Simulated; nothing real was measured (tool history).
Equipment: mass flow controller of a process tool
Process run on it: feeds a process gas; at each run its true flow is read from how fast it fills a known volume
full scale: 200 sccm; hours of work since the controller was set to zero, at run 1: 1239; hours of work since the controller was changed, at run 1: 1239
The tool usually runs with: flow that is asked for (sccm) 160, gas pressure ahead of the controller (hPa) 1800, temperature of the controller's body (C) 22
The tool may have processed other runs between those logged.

run	day	flow that is asked for (sccm)	gas pressure ahead of the controller (hPa)	temperature of the controller's body (C)	hours of work since the controller was set to zero	hours of work since the controller was changed	true flow (%)
1	0	160	1800	22	1239	1239	99.12
2	5.175	160	1800	22	1282	1282	99.13
3	8.204	160	1800	23	1308	1308	99.18
4	12.75	160	1800	23	1346	1346	99.01
5	18.488	160	1800	23	1394	1394	99.17
6	24.004	71	1800	22	1440	1440	96.82
7	26.879	160	2590	22	1464	1464	99.37
8	31.438	160	2590	22	1503	1503	99.37
9	36	160	2000	22	1541	1541	99.05
10	38.675	160	1800	22	1563	1563	99.17
11	44.058	160	1720	22	1609	1609	99.09
12	49.917	160	1720	22	1658	1658	98.93
13	54.154	160	1720	22	1693	1693	98.91
14	57.683	160	1800	22	1723	1723	99.01
15	61.446	160	1800	22	1754	1754	98.94
16	65.162	189	2060	25	1786	1786	99.98
17	67.604	160	1450	22	1806	1806	98.94
18	72.792	160	1800	29	1850	1850	99.56
19	78.442	160	1800	29	1897	1897	99.63
20	81.562	26	1800	23	1923	1923	92.8
21	86.604	26	1800	23	1966	1966	92.7
22	91.196	160	2390	22	2004	2004	99.17
23	96.033	160	1800	22	2045	2045	98.87
24	99.758	51	1530	26	2076	2076	95.59
25	103.75	51	1530	26	2109	2109	95.62
26	107.533	197	1440	26	2141	2141	99.89
27	113.362	32	1440	32	2190	2190	93.99
28	118.342	48	1860	27	2232	2232	95.45
29	122.012	48	1860	27	2263	2263	95.48

Below are 5 alternative next runs, each starting from the tool's condition after run 29. Predict each:
A	125.725	60	2150	30	2294	2294	?
B	125.725	160	1860	37	2294	2294	?
C	125.725	160	2490	35	2294	2294	?
D	125.725	104	2400	21	2294	2294	?
E	125.725	39	1800	22	2294	2294	?

run	true flow (%)
A	96.59
B	100.33
C	100.3
D	97.76
E	94.06
Without the tool's unlogged condition, the same runs would have read:
run	true flow (%)
A	98.23
B	100.41
C	100.38
D	98.35
E	97.05
